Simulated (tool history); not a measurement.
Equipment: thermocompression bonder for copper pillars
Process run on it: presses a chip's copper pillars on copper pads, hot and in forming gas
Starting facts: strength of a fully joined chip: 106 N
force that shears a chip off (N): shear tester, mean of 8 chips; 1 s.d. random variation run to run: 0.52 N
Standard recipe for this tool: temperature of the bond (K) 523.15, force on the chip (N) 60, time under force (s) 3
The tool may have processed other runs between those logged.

run	hour	temperature of the bond (K)	force on the chip (N)	time under force (s)	force that shears a chip off (N)
1	0.0	523.15	60	3	37.7
2	6.9	523.15	73	3	42.6
3	18.0	523.15	73	3	42.1
4	33.3	523.15	73	3	42.3
5	47.2	523.15	60	3	36.8
6	53.7	523.15	60	3	37.8
7	65.5	523.15	60	3	38.0
8	75.6	523.15	60	3	38.4
9	86.0	523.15	60	3	38.4
10	99.6	523.15	60	3	38.0
11	107.7	523.15	60	3	38.4
12	117.9	523.15	60	3	38.0
13	127.0	546.15	60	3	52.6
14	136.2	523.15	60	3	41.8
15	149.6	506.15	60	3	34.2
16	162.1	506.15	60	3	34.7
17	170.5	547.15	60	3	52.8
18	184.2	547.15	52	2	41.4
19	196.0	512.15	52	5	40.6
20	210.1	530.15	56	2	36.4
21	219.2	495.15	51	4	31.2
22	227.1	495.15	51	4	31.5
23	238.2	495.15	51	6	37.0
24	247.6	495.15	51	6	36.5
25	259.2	495.15	51	6	36.7
26	271.3	495.15	51	6	36.4
27	283.7	495.15	51	6	36.9
28	295.1	549.15	65	3	55.3
29	308.9	549.15	65	3	54.8
30	316.4	549.15	65	8	73.9
31	327.5	514.15	65	8	56.8

Withheld: 3 entries from between the runs. Position of each, and hidden state at the listed run before versus the listed run after:
In the gap between runs 12 and 13: force cell calibrated (hour 120.2); forming gas filter changed (hour 125.7)
  true temperature of the bond over the reading, C: 1.5 -> 1.6; force that reaches the chip, % of what is set: 101.3 -> 101.9; oxide that the forming gas leaves, % of the face: 10.63 -> 0.76
  measured less the result without the state, force that shears a chip off (N): -3.3 -> +1.1
In the gap between runs 17 and 18: force cell calibrated, once more (hour 180.2)
  true temperature of the bond over the reading, C: 2 -> 2.1; force that reaches the chip, % of what is set: 102 -> 100.6; oxide that the forming gas leaves, % of the face: 1.48 -> 1.69
  measured less the result without the state, force that shears a chip off (N): +0.9 -> +0.5

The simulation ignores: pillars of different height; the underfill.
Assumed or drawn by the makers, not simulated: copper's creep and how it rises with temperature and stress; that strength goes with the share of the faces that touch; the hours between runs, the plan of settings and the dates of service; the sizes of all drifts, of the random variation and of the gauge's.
